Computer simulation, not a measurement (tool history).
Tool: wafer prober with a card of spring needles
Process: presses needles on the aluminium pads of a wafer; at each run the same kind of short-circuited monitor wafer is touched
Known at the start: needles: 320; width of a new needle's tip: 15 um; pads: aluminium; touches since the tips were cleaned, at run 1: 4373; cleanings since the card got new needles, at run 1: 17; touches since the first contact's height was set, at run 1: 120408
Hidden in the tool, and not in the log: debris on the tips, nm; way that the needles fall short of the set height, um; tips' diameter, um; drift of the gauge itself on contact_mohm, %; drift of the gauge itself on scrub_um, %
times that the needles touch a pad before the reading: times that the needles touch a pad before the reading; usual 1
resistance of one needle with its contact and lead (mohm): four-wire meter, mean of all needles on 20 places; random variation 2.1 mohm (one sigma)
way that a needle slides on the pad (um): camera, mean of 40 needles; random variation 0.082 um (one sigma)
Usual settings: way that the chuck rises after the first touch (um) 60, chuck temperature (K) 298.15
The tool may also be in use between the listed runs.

run	hour	way that the chuck rises after the first touch (um)	chuck temperature (K)	times that the needles touch a pad before the reading	touches since the tips were cleaned	cleanings since the card got new needles	touches since the first contact's height was set	resistance of one needle with its contact and lead (mohm)	way that a needle slides on the pad (um)
1	0	60	298.15	1	4373	17	120408	291	12.24
# hour 2.7: tips cleaned on abrasive film
# hour 12.9: tips cleaned on abrasive film
2	14.6	60	298.15	1	1024	19	129256	259	12.22
3	21.9	60	298.15	1	5510	19	133742	302	12.18
# hour 22.6: tips cleaned on abrasive film
# hour 32.3: tips cleaned on abrasive film
4	32.3	60	298.15	1	0	21	140009	242	12.08
# hour 42.5: tips cleaned on abrasive film
5	46.6	60	298.15	1	2481	22	148709	277	12.14
# hour 52.4: tips cleaned on abrasive film
6	56.5	60	298.15	1	2497	23	154734	269	12.23
# hour 61.8: tips cleaned on abrasive film
7	66.3	60	304.15	1	2799	24	160725	282	12.14
# hour 71.6: tips cleaned on abrasive film
8	78.2	60	304.15	1	4065	25	167967	297	12
# hour 81: tips cleaned on abrasive film
9	85.3	60	304.15	1	2679	26	172279	276	12.21
# hour 90.9: tips cleaned on abrasive film
10	97.9	71	304.15	1	4286	27	179925	276	14.34
# hour 100.4: tips cleaned on abrasive film
# hour 110.3: tips cleaned on abrasive film
11	110.4	71	304.15	1	114	29	187520	242	14.32
# hour 120.3: tips cleaned on abrasive film
12	123.2	71	304.15	1	1786	30	195289	258	14.27
# hour 130: tips cleaned on abrasive film
# hour 131.5: height of the first contact set anew
13	135.8	71	304.15	1	3389	31	2680	271	14.93
# hour 140.2: tips cleaned on abrasive film
14	149	60	298.15	1	5386	32	10681	301	12.54
# hour 149.9: tips cleaned on abrasive film
# hour 159.8: tips cleaned on abrasive film
15	162.4	60	298.15	1	1599	34	18821	260	12.64
# hour 169.3: tips cleaned on abrasive film
16	170	60	298.15	1	426	35	23402	248	12.53
# hour 178.6: tips cleaned on abrasive film
17	181.2	71	301.15	1	1617	36	30259	252	14.79
# hour 188.6: tips cleaned on abrasive film
18	189.4	72	298.15	2	451	37	35198	243	14.85
# hour 198.2: tips cleaned on abrasive film
19	202.5	78	327.15	3	2689	38	43238	254	16.25
# hour 208.2: tips cleaned on abrasive film
20	210.4	60	298.15	2	1352	39	47989	250	12.48
# hour 218.3: tips cleaned on abrasive film
21	223.8	60	298.15	2	3379	40	56183	266	12.44
# hour 228.1: tips cleaned on abrasive film
22	236.7	59	298.15	1	5294	41	64037	303	12.07
# hour 237.9: tips cleaned on abrasive film
# hour 247.9: tips cleaned on abrasive film
23	249.7	42	308.15	1	1111	43	71895	291	8.5
# hour 258.1: tips cleaned on abrasive film
24	260.2	42	308.15	1	1331	44	78316	299	8.55
# hour 267.4: tips cleaned on abrasive film
25	274.2	60	300.15	1	4222	45	86848	294	12.13
# hour 276.8: tips cleaned on abrasive film
# hour 286.9: tips cleaned on abrasive film
26	288.2	60	358.15	1	782	47	95319	268	12.3
# hour 296.2: tips cleaned on abrasive film
27	298.1	54	360.15	1	1136	48	101317	281	11.03
# hour 305.9: tips cleaned on abrasive film
28	311.4	46	313.15	1	3385	49	109452	322	9.27
# hour 315.6: tips cleaned on abrasive film
# hour 325.5: tips cleaned on abrasive film
29	325.5	46	391.15	2	33	51	117985	273	9.33
# hour 335.7: tips cleaned on abrasive film
30	338.3	74	357.15	2	1607	52	125808	264	15.06
# hour 345.4: tips cleaned on abrasive film
31	352.5	60	360.15	2	4356	53	134418	289	12.13
# hour 355.8: tips cleaned on abrasive film
32	364.6	60	298.15	2	5449	54	141838	280	12.1

How the hidden state differs across the entries between the runs, from the last listed run before each to the first after it:
Between runs 1 and 2: tips cleaned on abrasive film (hour 2.7); tips cleaned on abrasive film (hour 12.9)
  debris on the tips, nm: 72.3 -> 29.5; way that the needles fall short of the set height, um: 1.69 -> 1.92; tips' diameter, um: 15.59 -> 15.67
  measured less the result without the state, resistance of one needle with its contact and lead (mohm): +56 -> +24; way that a needle slides on the pad (um): -0.35 -> -0.4
Between runs 3 and 4: tips cleaned on abrasive film (hour 22.6); tips cleaned on abrasive film (hour 32.3)
  debris on the tips, nm: 85.5 -> 7.7; way that the needles fall short of the set height, um: 1.92 -> 2.08; tips' diameter, um: 15.67 -> 15.73
  measured less the result without the state, resistance of one needle with its contact and lead (mohm): +68 -> +7; way that a needle slides on the pad (um): -0.4 -> -0.43
Between runs 4 and 5: tips cleaned on abrasive film (hour 42.5)
  debris on the tips, nm: 7.7 -> 52.8; way that the needles fall short of the set height, um: 2.08 -> 2.21; tips' diameter, um: 15.73 -> 15.77
  measured less the result without the state, resistance of one needle with its contact and lead (mohm): +7 -> +43; way that a needle slides on the pad (um): -0.43 -> -0.47
Between runs 5 and 6: tips cleaned on abrasive film (hour 52.4)
  debris on the tips, nm: 52.8 -> 45.1; way that the needles fall short of the set height, um: 2.21 -> 2.29; tips' diameter, um: 15.77 -> 15.8
  measured less the result without the state, resistance of one needle with its contact and lead (mohm): +43 -> +37; way that a needle slides on the pad (um): -0.47 -> -0.49
Between runs 6 and 7: tips cleaned on abrasive film (hour 61.8)
  debris on the tips, nm: 45.1 -> 54.2; way that the needles fall short of the set height, um: 2.29 -> 2.37; tips' diameter, um: 15.8 -> 15.83
  measured less the result without the state, resistance of one needle with its contact and lead (mohm): +37 -> +44; way that a needle slides on the pad (um): -0.49 -> -0.5
Between runs 7 and 8: tips cleaned on abrasive film (hour 71.6)
  debris on the tips, nm: 54.2 -> 71; way that the needles fall short of the set height, um: 2.37 -> 2.47; tips' diameter, um: 15.83 -> 15.86
  measured less the result without the state, resistance of one needle with its contact and lead (mohm): +44 -> +58; way that a needle slides on the pad (um): -0.5 -> -0.51
Between runs 8 and 9: tips cleaned on abrasive film (hour 81)
  debris on the tips, nm: 71 -> 50.8; way that the needles fall short of the set height, um: 2.47 -> 2.57; tips' diameter, um: 15.86 -> 15.9
  measured less the result without the state, resistance of one needle with its contact and lead (mohm): +58 -> +41; way that a needle slides on the pad (um): -0.51 -> -0.54
Between runs 9 and 10: tips cleaned on abrasive film (hour 90.9)
  debris on the tips, nm: 50.8 -> 68.7; way that the needles fall short of the set height, um: 2.57 -> 2.65; tips' diameter, um: 15.9 -> 15.93
  measured less the result without the state, resistance of one needle with its contact and lead (mohm): +41 -> +42; way that a needle slides on the pad (um): -0.54 -> -0.56
Between runs 10 and 11: tips cleaned on abrasive film (hour 100.4); tips cleaned on abrasive film (hour 110.3)
  debris on the tips, nm: 68.7 -> 9.2; way that the needles fall short of the set height, um: 2.65 -> 2.8; tips' diameter, um: 15.93 -> 15.98
  measured less the result without the state, resistance of one needle with its contact and lead (mohm): +42 -> +7; way that a needle slides on the pad (um): -0.56 -> -0.59
Between runs 11 and 12: tips cleaned on abrasive film (hour 120.3)
  debris on the tips, nm: 9.2 -> 36.7; way that the needles fall short of the set height, um: 2.8 -> 2.88; tips' diameter, um: 15.98 -> 16.01
  measured less the result without the state, resistance of one needle with its contact and lead (mohm): +7 -> +23; way that a needle slides on the pad (um): -0.59 -> -0.6
Between runs 12 and 13: tips cleaned on abrasive film (hour 130); height of the first contact set anew (hour 131.5)
  debris on the tips, nm: 36.7 -> 60.7; way that the needles fall short of the set height, um: 2.88 -> 0; tips' diameter, um: 16.01 -> 16.04
  measured less the result without the state, resistance of one needle with its contact and lead (mohm): +23 -> +35; way that a needle slides on the pad (um): -0.6 -> +0
Between runs 13 and 14: tips cleaned on abrasive film (hour 140.2)
  debris on the tips, nm: 60.7 -> 83.8; way that the needles fall short of the set height, um: 0 -> 0.11; tips' diameter, um: 16.04 -> 16.07
  measured less the result without the state, resistance of one needle with its contact and lead (mohm): +35 -> +65; way that a needle slides on the pad (um): +0 -> -0.02
Between runs 14 and 15: tips cleaned on abrasive film (hour 149.9); tips cleaned on abrasive film (hour 159.8)
  debris on the tips, nm: 83.8 -> 35.4; way that the needles fall short of the set height, um: 0.11 -> 0.3; tips' diameter, um: 16.07 -> 16.14
  measured less the result without the state, resistance of one needle with its contact and lead (mohm): +65 -> +28; way that a needle slides on the pad (um): -0.02 -> -0.06
Between runs 15 and 16: tips cleaned on abrasive film (hour 169.3)
  debris on the tips, nm: 35.4 -> 14.9; way that the needles fall short of the set height, um: 0.3 -> 0.43; tips' diameter, um: 16.14 -> 16.18
  measured less the result without the state, resistance of one needle with its contact and lead (mohm): +28 -> +12; way that a needle slides on the pad (um): -0.06 -> -0.09
Between runs 16 and 17: tips cleaned on abrasive film (hour 178.6)
  debris on the tips, nm: 14.9 -> 36.4; way that the needles fall short of the set height, um: 0.43 -> 0.55; tips' diameter, um: 16.18 -> 16.23
  measured less the result without the state, resistance of one needle with its contact and lead (mohm): +12 -> +22; way that a needle slides on the pad (um): -0.09 -> -0.12
Between runs 17 and 18: tips cleaned on abrasive film (hour 188.6)
  debris on the tips, nm: 36.4 -> 17.3; way that the needles fall short of the set height, um: 0.55 -> 0.67; tips' diameter, um: 16.23 -> 16.27
  measured less the result without the state, resistance of one needle with its contact and lead (mohm): +22 -> +7; way that a needle slides on the pad (um): -0.12 -> -0.14
Between runs 18 and 19: tips cleaned on abrasive film (hour 198.2)
  debris on the tips, nm: 17.3 -> 52.9; way that the needles fall short of the set height, um: 0.67 -> 0.76; tips' diameter, um: 16.27 -> 16.3
  measured less the result without the state, resistance of one needle with its contact and lead (mohm): +7 -> +10; way that a needle slides on the pad (um): -0.14 -> -0.16
Between runs 19 and 20: tips cleaned on abrasive film (hour 208.2)
  debris on the tips, nm: 52.9 -> 32.2; way that the needles fall short of the set height, um: 0.76 -> 0.88; tips' diameter, um: 16.3 -> 16.34
  measured less the result without the state, resistance of one needle with its contact and lead (mohm): +10 -> +16; way that a needle slides on the pad (um): -0.16 -> -0.19
Between runs 20 and 21: tips cleaned on abrasive film (hour 218.3)
  debris on the tips, nm: 32.2 -> 62.7; way that the needles fall short of the set height, um: 0.88 -> 0.98; tips' diameter, um: 16.34 -> 16.38
  measured less the result without the state, resistance of one needle with its contact and lead (mohm): +16 -> +31; way that a needle slides on the pad (um): -0.19 -> -0.2
Between runs 21 and 22: tips cleaned on abrasive film (hour 228.1)
  debris on the tips, nm: 62.7 -> 79.5; way that the needles fall short of the set height, um: 0.98 -> 1.09; tips' diameter, um: 16.38 -> 16.42
  measured less the result without the state, resistance of one needle with its contact and lead (mohm): +31 -> +67; way that a needle slides on the pad (um): -0.2 -> -0.23
Between runs 22 and 23: tips cleaned on abrasive film (hour 237.9); tips cleaned on abrasive film (hour 247.9)
  debris on the tips, nm: 79.5 -> 29.7; way that the needles fall short of the set height, um: 1.09 -> 1.32; tips' diameter, um: 16.42 -> 16.5
  measured less the result without the state, resistance of one needle with its contact and lead (mohm): +67 -> +47; way that a needle slides on the pad (um): -0.23 -> -0.28
Between runs 23 and 24: tips cleaned on abrasive film (hour 258.1)
  debris on the tips, nm: 29.7 -> 35.5; way that the needles fall short of the set height, um: 1.32 -> 1.41; tips' diameter, um: 16.5 -> 16.53
  measured less the result without the state, resistance of one needle with its contact and lead (mohm): +47 -> +56; way that a needle slides on the pad (um): -0.28 -> -0.3
Between runs 24 and 25: tips cleaned on abrasive film (hour 267.4)
  debris on the tips, nm: 35.5 -> 70.7; way that the needles fall short of the set height, um: 1.41 -> 1.51; tips' diameter, um: 16.53 -> 16.56
  measured less the result without the state, resistance of one needle with its contact and lead (mohm): +56 -> +60; way that a needle slides on the pad (um): -0.3 -> -0.32
Between runs 25 and 26: tips cleaned on abrasive film (hour 276.8); tips cleaned on abrasive film (hour 286.9)
  debris on the tips, nm: 70.7 -> 22; way that the needles fall short of the set height, um: 1.51 -> 1.69; tips' diameter, um: 16.56 -> 16.63
  measured less the result without the state, resistance of one needle with its contact and lead (mohm): +60 -> +19; way that a needle slides on the pad (um): -0.32 -> -0.35
Between runs 26 and 27: tips cleaned on abrasive film (hour 296.2)
  debris on the tips, nm: 22 -> 31.7; way that the needles fall short of the set height, um: 1.69 -> 1.78; tips' diameter, um: 16.63 -> 16.66
  measured less the result without the state, resistance of one needle with its contact and lead (mohm): +19 -> +31; way that a needle slides on the pad (um): -0.35 -> -0.37
Between runs 27 and 28: tips cleaned on abrasive film (hour 305.9)
  debris on the tips, nm: 31.7 -> 62.3; way that the needles fall short of the set height, um: 1.78 -> 1.87; tips' diameter, um: 16.66 -> 16.69
  measured less the result without the state, resistance of one needle with its contact and lead (mohm): +31 -> +84; way that a needle slides on the pad (um): -0.37 -> -0.39
Between runs 28 and 29: tips cleaned on abrasive film (hour 315.6); tips cleaned on abrasive film (hour 325.5)
  debris on the tips, nm: 62.3 -> 7.9; way that the needles fall short of the set height, um: 1.87 -> 2.05; tips' diameter, um: 16.69 -> 16.75
  measured less the result without the state, resistance of one needle with its contact and lead (mohm): +84 -> +9; way that a needle slides on the pad (um): -0.39 -> -0.43
Between runs 29 and 30: tips cleaned on abrasive film (hour 335.7)
  debris on the tips, nm: 7.9 -> 39.9; way that the needles fall short of the set height, um: 2.05 -> 2.12; tips' diameter, um: 16.75 -> 16.78
  measured less the result without the state, resistance of one needle with its contact and lead (mohm): +9 -> +14; way that a needle slides on the pad (um): -0.43 -> -0.45
Between runs 30 and 31: tips cleaned on abrasive film (hour 345.4)
  debris on the tips, nm: 39.9 -> 74.7; way that the needles fall short of the set height, um: 2.12 -> 2.22; tips' diameter, um: 16.78 -> 16.81
  measured less the result without the state, resistance of one needle with its contact and lead (mohm): +14 -> +37; way that a needle slides on the pad (um): -0.45 -> -0.47
Between runs 31 and 32: tips cleaned on abrasive film (hour 355.8)
  debris on the tips, nm: 74.7 -> 83.8; way that the needles fall short of the set height, um: 2.22 -> 2.33; tips' diameter, um: 16.81 -> 16.85
  measured less the result without the state, resistance of one needle with its contact and lead (mohm): +37 -> +45; way that a needle slides on the pad (um): -0.47 -> -0.49
